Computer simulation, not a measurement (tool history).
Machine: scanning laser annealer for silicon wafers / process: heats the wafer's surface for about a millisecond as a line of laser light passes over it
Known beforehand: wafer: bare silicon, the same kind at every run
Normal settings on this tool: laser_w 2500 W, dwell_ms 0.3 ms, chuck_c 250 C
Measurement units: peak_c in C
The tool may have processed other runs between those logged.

run 1 day=0 | laser_w=2500 dwell_ms=0.3 chuck_c=250 | peak_c=969
run 2 day=1.033 | laser_w=2500 dwell_ms=0.3 chuck_c=250 | peak_c=967
run 3 day=2.442 | laser_w=2500 dwell_ms=0.3 chuck_c=250 | peak_c=967
run 4 day=4.488 | laser_w=2500 dwell_ms=0.3 chuck_c=250 | peak_c=962
run 5 day=5.658 | laser_w=2500 dwell_ms=0.3 chuck_c=250 | peak_c=961
run 6 day=7.446 | laser_w=2500 dwell_ms=0.3 chuck_c=250 | peak_c=959
run 7 day=8.521 | laser_w=2500 dwell_ms=0.3 chuck_c=250 | peak_c=961
run 8 day=10.083 | laser_w=2500 dwell_ms=0.3 chuck_c=250 | peak_c=959
run 9 day=12.362 | laser_w=2500 dwell_ms=0.337 chuck_c=250 | peak_c=995
run 10 day=13.558 | laser_w=2500 dwell_ms=0.345 chuck_c=250 | peak_c=1000
-- day=13.758 window over the wafer cleaned
run 11 day=14.704 | laser_w=2500 dwell_ms=0.3 chuck_c=258 | peak_c=954
run 12 day=16.225 | laser_w=2500 dwell_ms=0.3 chuck_c=230 | peak_c=921
run 13 day=18.408 | laser_w=2500 dwell_ms=0.3 chuck_c=279 | peak_c=969
-- day=18.788 optics aligned, line set to its width
run 14 day=19.754 | laser_w=2500 dwell_ms=0.3 chuck_c=279 | peak_c=974
run 15 day=21.921 | laser_w=2463 dwell_ms=0.3 chuck_c=250 | peak_c=931
run 16 day=23.167 | laser_w=2463 dwell_ms=0.3 chuck_c=250 | peak_c=929
run 17 day=24.279 | laser_w=2500 dwell_ms=0.3 chuck_c=250 | peak_c=937
-- day=25.258 window over the wafer cleaned, once more
run 18 day=26.196 | laser_w=2500 dwell_ms=0.3 chuck_c=250 | peak_c=967
run 19 day=28.121 | laser_w=2500 dwell_ms=0.32 chuck_c=279 | peak_c=1017

What does the tool deliver on the next run?
run 20 day=29.108 | laser_w=2500 dwell_ms=0.32 chuck_c=279 | peak_c=?

peak_c: 1015 C
With the hidden condition absent and the run-to-run variation left alone, this run would have shown peak_c 1027 C.

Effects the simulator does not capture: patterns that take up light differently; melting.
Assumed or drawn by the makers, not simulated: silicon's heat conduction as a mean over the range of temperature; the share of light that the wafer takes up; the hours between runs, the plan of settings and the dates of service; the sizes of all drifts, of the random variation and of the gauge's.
